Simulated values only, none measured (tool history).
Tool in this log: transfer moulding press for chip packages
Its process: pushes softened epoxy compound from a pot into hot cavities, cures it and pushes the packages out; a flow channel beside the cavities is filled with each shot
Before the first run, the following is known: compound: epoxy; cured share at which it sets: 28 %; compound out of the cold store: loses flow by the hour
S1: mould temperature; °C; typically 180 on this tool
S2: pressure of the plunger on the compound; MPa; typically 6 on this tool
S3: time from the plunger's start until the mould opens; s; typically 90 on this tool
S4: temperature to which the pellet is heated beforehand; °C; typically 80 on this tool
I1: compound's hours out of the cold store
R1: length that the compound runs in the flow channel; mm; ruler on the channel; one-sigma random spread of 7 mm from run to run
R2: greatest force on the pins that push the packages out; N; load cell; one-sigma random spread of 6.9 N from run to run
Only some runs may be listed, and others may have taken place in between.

Run 1, hour 0: usual settings; I1 39. Result: R1 683 mm, R2 431 N.
Run 2, hour 34.9: usual settings; I1 28.4. Result: R1 718 mm, R2 525 N.
At hour 44.9: plunger's sealing rings changed.
At hour 67.5: cavities cleaned with cleaning compound and waxed.
Run 3, hour 89: usual settings; I1 15.5. Result: R1 830 mm, R2 398 N.
Run 4, hour 129.8: usual settings but S2 5.14 MPa; I1 44.1. Result: R1 682 mm, R2 474 N.
Run 5, hour 164.5: usual settings but S2 5.14 MPa; I1 37. Result: R1 690 mm, R2 512 N.
At hour 169.2: cavities cleaned with cleaning compound and waxed.
Run 6, hour 206.8: usual settings but S4 74 °C; I1 26.2. Result: R1 778 mm, R2 430 N.
Run 7, hour 251.9: usual settings but S4 74 °C; I1 45.9. Result: R1 706 mm, R2 493 N.
At hour 272.3: cavities cleaned with cleaning compound and waxed.
Run 8, hour 299.8: usual settings but S3 86 s; I1 13.9. Result: R1 817 mm, R2 445 N.
Run 9, hour 354.1: usual settings but S3 86 s; I1 36.7. Result: R1 717 mm, R2 533 N.
At hour 375.2: cavities cleaned with cleaning compound and waxed.
Run 10, hour 392.3: usual settings; I1 33.7. Result: R1 721 mm, R2 358 N.
Run 11, hour 446.7: usual settings; I1 22.9. Result: R1 752 mm, R2 484 N.
At hour 477.1: cavities cleaned with cleaning compound and waxed.
Run 12, hour 485.8: usual settings; I1 42.7. Result: R1 681 mm, R2 337 N.
Run 13, hour 518.5: usual settings; I1 30.4. Result: R1 720 mm, R2 447 N.
Run 14, hour 561.6: usual settings; I1 16.3. Result: R1 748 mm, R2 517 N.
At hour 580.6: cavities cleaned with cleaning compound and waxed.
Run 15, hour 614.3: usual settings but S1 184 °C, S2 4.77 MPa, S3 83 s, S4 73 °C; I1 35.7. Result: R1 608 mm, R2 397 N.
At hour 635.9: plunger's sealing rings changed.
Run 16, hour 646.1: usual settings but S1 177 °C, S2 5.96 MPa, S3 108 s, S4 84 °C; I1 46.3. Result: R1 741 mm, R2 435 N.
At hour 689.1: cavities cleaned with cleaning compound and waxed.
Run 17, hour 689.7: usual settings but S1 173 °C; I1 46.7. Result: R1 750 mm, R2 477 N.
Run 18, hour 715: usual settings but S1 173 °C; I1 26.9. Result: R1 828 mm, R2 677 N.
Run 19, hour 762.8: usual settings but S1 173 °C; I1 47.6. Result: R1 720 mm, R2 741 N.
At hour 792.4: cavities cleaned with cleaning compound and waxed.
Run 20, hour 805.5: usual settings but S1 181 °C, S2 5.63 MPa; I1 22.7. Result: R1 770 mm, R2 346 N.
Run 21, hour 836.9: usual settings but S1 179 °C, S4 75 °C; I1 42.4. Result: R1 728 mm, R2 463 N.
Run 22, hour 882.3: usual settings but S1 176 °C, S2 6.09 MPa, S3 95 s, S4 90 °C; I1 28. Result: R1 784 mm, R2 602 N.
At hour 895.1: cavities cleaned with cleaning compound and waxed.
Run 23, hour 915.6: usual settings but S1 176 °C, S2 6.09 MPa, S3 95 s, S4 90 °C; I1 18.5. Result: R1 803 mm, R2 465 N.
Run 24, hour 958: usual settings but S1 181 °C, S3 71 s, S4 75 °C; I1 27.2. Result: R1 753 mm, R2 795 N.
At hour 998.4: cavities cleaned with cleaning compound and waxed.
Run 25, hour 1000.7: usual settings but S1 181 °C, S3 71 s, S4 75 °C; I1 10.1. Result: R1 797 mm, R2 552 N.
Run 26, hour 1031.1: usual settings but S3 120 s; I1 43.3. Result: R1 704 mm, R2 349 N.
Run 27, hour 1065.5: usual settings but S1 173 °C, S2 7.08 MPa, S3 92 s, S4 87 °C; I1 10.6. Result: R1 894 mm, R2 837 N.

Branching from run 27: 4 alternative next runs. What would each branch give?
Run A, hour 1092: usual settings but S4 73 °C; I1 10.1. Result: R1 ?, R2 ?.
Run B, hour 1092: usual settings but S3 75 s, S4 78 °C; I1 21.5. Result: R1 ?, R2 ?.
Run C, hour 1092: usual settings but S1 185 °C, S2 5.34 MPa, S3 92 s, S4 88 °C; I1 37.1. Result: R1 ?, R2 ?.
Run D, hour 1092: usual settings but S3 116 s; I1 33.9. Result: R1 ?, R2 ?.

run   R1   R2
  A  779  569
  B  742  816
  C  652  437
  D  727  419
Had the tool no hidden state, the same runs would have come out as:
run   R1   R2
  A  847  290
  B  806  402
  C  709  239
  D  790  235
